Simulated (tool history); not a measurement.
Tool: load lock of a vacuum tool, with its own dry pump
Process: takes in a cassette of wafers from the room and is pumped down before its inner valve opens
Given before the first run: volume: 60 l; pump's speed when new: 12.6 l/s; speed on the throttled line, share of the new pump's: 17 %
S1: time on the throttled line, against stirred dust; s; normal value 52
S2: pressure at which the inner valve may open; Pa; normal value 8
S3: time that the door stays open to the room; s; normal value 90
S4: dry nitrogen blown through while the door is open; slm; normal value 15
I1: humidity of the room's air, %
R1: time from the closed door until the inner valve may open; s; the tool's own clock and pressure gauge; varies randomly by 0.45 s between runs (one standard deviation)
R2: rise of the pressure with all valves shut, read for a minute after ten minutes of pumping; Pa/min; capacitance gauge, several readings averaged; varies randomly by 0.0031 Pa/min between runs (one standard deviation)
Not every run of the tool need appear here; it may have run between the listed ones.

Run 1, hour 0: usual settings; I1 48.2. Result: R1 88.8 s, R2 0.089 Pa/min.
Run 2, hour 77.5: usual settings; I1 44.9. Result: R1 88.9 s, R2 0.077 Pa/min.
Run 3, hour 216.7: usual settings; I1 44.3. Result: R1 88.9 s, R2 0.079 Pa/min.
Run 4, hour 316: usual settings but S3 65 s; I1 48.2. Result: R1 89.8 s, R2 0.078 Pa/min.
Run 5, hour 424.5: usual settings but S4 7 slm; I1 43.2. Result: R1 89.2 s, R2 0.09 Pa/min.
Run 6, hour 536.3: usual settings but S4 7 slm; I1 44.9. Result: R1 89.2 s, R2 0.09 Pa/min.
Run 7, hour 695.7: usual settings; I1 43.3. Result: R1 89.4 s, R2 0.079 Pa/min.
Run 8, hour 783.6: usual settings but S1 36 s; I1 41.4. Result: R1 76.3 s, R2 0.078 Pa/min.
Run 9, hour 860.6: usual settings but S1 36 s; I1 47.7. Result: R1 76.7 s, R2 0.091 Pa/min.
Run 10, hour 1021.3: usual settings but S1 36 s; I1 43.1. Result: R1 76.2 s, R2 0.083 Pa/min.
Run 11, hour 1115.6: usual settings; I1 48.9. Result: R1 89.8 s, R2 0.088 Pa/min.
Run 12, hour 1272.7: usual settings; I1 47.3. Result: R1 90 s, R2 0.089 Pa/min.
Run 13, hour 1386.3: usual settings; I1 42.7. Result: R1 89.3 s, R2 0.079 Pa/min.
Run 14, hour 1459.6: usual settings but S2 6 Pa, S3 43 s, S4 30 slm; I1 45.6. Result: R1 91 s, R2 0.059 Pa/min.
Run 15, hour 1588.6: usual settings but S1 85 s, S2 11 Pa, S3 66 s; I1 47. Result: R1 114.8 s, R2 0.084 Pa/min.
Run 16, hour 1671.4: usual settings but S1 31 s, S2 16 Pa, S3 66 s; I1 44.2. Result: R1 69.5 s, R2 0.08 Pa/min.
Run 17, hour 1816.7: usual settings but S1 88 s, S2 15 Pa, S3 75 s, S4 8 slm; I1 44.1. Result: R1 116.2 s, R2 0.095 Pa/min.
Run 18, hour 1939.5: usual settings but S1 46 s, S2 15 Pa, S3 85 s, S4 10 slm; I1 45.8. Result: R1 81.6 s, R2 0.098 Pa/min.
Run 19, hour 2067: usual settings but S2 7 Pa, S3 39 s; I1 46. Result: R1 91 s, R2 0.078 Pa/min.
Run 20, hour 2220.8: usual settings but S2 7 Pa, S3 39 s; I1 41.9. Result: R1 90.7 s, R2 0.07 Pa/min.
Run 21, hour 2380.2: usual settings but S2 13 Pa; I1 44. Result: R1 87 s, R2 0.092 Pa/min.
Run 22, hour 2449.4: usual settings but S2 13 Pa; I1 41.6. Result: R1 87.7 s, R2 0.084 Pa/min.

3 ways to go on from here, each from the tool as it stands after run 22. What would each give?
Run A, hour 2612.6: usual settings but S4 9 slm; I1 46.3. Result: R1 ?, R2 ?.
Run B, hour 2612.6: usual settings but S1 55 s, S2 13 Pa, S3 30 s; I1 46.4. Result: R1 ?, R2 ?.
Run C, hour 2612.6: usual settings but S1 75 s, S4 9 slm; I1 46.1. Result: R1 ?, R2 ?.

run     R1     R2
  A   90.9  0.106
  B   90.9  0.079
  C  108.8  0.104
Had the tool no hidden state, the same runs would have come out as:
run     R1     R2
  A   89.1  0.076
  B   89.2   0.05
  C  107.2  0.075

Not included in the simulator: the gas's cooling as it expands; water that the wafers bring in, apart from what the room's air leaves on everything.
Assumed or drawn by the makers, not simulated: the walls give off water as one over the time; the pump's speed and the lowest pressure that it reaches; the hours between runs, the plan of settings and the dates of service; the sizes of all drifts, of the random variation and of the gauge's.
